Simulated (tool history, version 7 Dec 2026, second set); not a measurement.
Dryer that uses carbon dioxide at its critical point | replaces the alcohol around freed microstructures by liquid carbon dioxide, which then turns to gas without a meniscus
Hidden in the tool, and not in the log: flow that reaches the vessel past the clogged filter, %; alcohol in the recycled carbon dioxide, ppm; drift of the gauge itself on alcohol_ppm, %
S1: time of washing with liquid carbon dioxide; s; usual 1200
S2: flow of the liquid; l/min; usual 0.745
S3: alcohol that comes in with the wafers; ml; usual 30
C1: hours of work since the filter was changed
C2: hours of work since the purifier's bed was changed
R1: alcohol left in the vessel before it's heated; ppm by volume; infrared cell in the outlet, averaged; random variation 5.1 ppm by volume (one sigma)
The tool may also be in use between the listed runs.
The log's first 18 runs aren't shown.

run   hour    S1     S2  S3   C1   C2    R1
 19  287.2  1740  0.855  30   45  390    27
 20  304.1  1140  0.490  30   54  399   531
 21  319.9  1380  0.552  75   63  408   385
 22  332.6  1560  0.655  79   70  415   113
 23  353.9  1200  0.991  23   82  426    23
 24  371.1  1200  0.991  23   91  436    24
 25  381.0  1200  0.991  23   96  441    32
 26  392.0  1200  0.991  23  102  447    30
 27  416.0  1320  0.549  96  115  460   733
 28  439.2  1320  0.549  96  128  473   727
 29  453.0   720  0.562  34  136  480  1667
 30  463.4  1380  0.985  54  141  486    42
 31  483.0   900  1.142  27  152  496    57
 32  501.1  1500  0.848  30  162  506    31
 33  524.1  1500  0.848  30  174  519    42
 34  542.7  1560  1.127  30  184  529    27

Forecast each of these 4 alternatives for the next run:
  A  563.0   840  1.127  22  195  540   ?
  B  563.0   840  1.127  30  195  540   ?
  C  563.0   780  0.745  30  195  540   ?
  D  563.0  1200  0.589  28  195  540   ?

run   R1
  A   75
  B   98
  C  583
  D  277
Without the tool's hidden state the same runs would have given:
run   R1
  A   32
  B   46
  C  400
  D  167
